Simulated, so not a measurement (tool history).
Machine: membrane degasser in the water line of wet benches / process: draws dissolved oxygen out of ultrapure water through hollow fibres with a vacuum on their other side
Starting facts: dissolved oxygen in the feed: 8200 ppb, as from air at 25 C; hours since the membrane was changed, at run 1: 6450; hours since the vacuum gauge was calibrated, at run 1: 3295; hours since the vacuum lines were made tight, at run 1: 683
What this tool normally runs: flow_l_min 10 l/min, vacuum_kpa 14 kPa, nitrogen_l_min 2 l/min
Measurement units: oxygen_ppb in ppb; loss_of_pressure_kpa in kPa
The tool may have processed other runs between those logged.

run    hour  flow_l_min  vacuum_kpa  nitrogen_l_min  hours since the membrane was changed  hours since the vacuum gauge was calibrated  hours since the vacuum lines were made tight  oxygen_ppb  loss_of_pressure_kpa
  1       0          10          14               2                                  6450                                         3295                                           683       138.2                 31.31
       86.2  -- vacuum gauge calibrated
  2     147          10          14               2                                  6596                                           61                                           830       135.4                 31.56
  3   324.4          10          14               2                                  6774                                          238                                          1007       135.9                 31.36
  4   509.5          10          14               2                                  6959                                          423                                          1192       137.1                 31.33
  5   678.9          10          14               2                                  7128                                          593                                          1362       136.6                 31.16
  6   824.1          10          14               2                                  7274                                          738                                          1507       137.4                 31.04
  7   951.5          15          14               2                                  7401                                          865                                          1634       224.8                 46.97
  8    1067           8        28.2               2                                  7516                                          981                                          1750       242.4                 24.95
  9  1231.9          10        12.4            1.06                                  7681                                         1146                                          1915       205.2                 30.99
 10  1394.4          11        10.2            3.99                                  7844                                         1308                                          2077        58.3                 34.05
 11  1534.9          10        25.2               2                                  7984                                         1449                                          2218       269.1                 30.97
 12  1697.9          10        25.2               2                                  8147                                         1612                                          2381       263.9                 30.78
 13  1873.5           7        25.2            5.36                                  8323                                         1787                                          2556        72.9                 21.65

What if the next run were any one of these 3? Each begins from the tool's condition after run 13:
  A  1987.4          10        13.3            3.15                                  8437                                         1901                                          2670           ?                     ?
  B  1987.4           8          16               2                                  8437                                         1901                                          2670           ?                     ?
  C  1987.4          10        28.9               2                                  8437                                         1901                                          2670           ?                     ?

run  oxygen_ppb  loss_of_pressure_kpa
  A        84.4                 30.71
  B       126.3                 24.55
  C       309.7                 30.87
Without the tool's hidden state the same runs would have given:
run  oxygen_ppb  loss_of_pressure_kpa
  A        84.4                 31.46
  B       126.2                 25.14
  C       309.6                 31.61
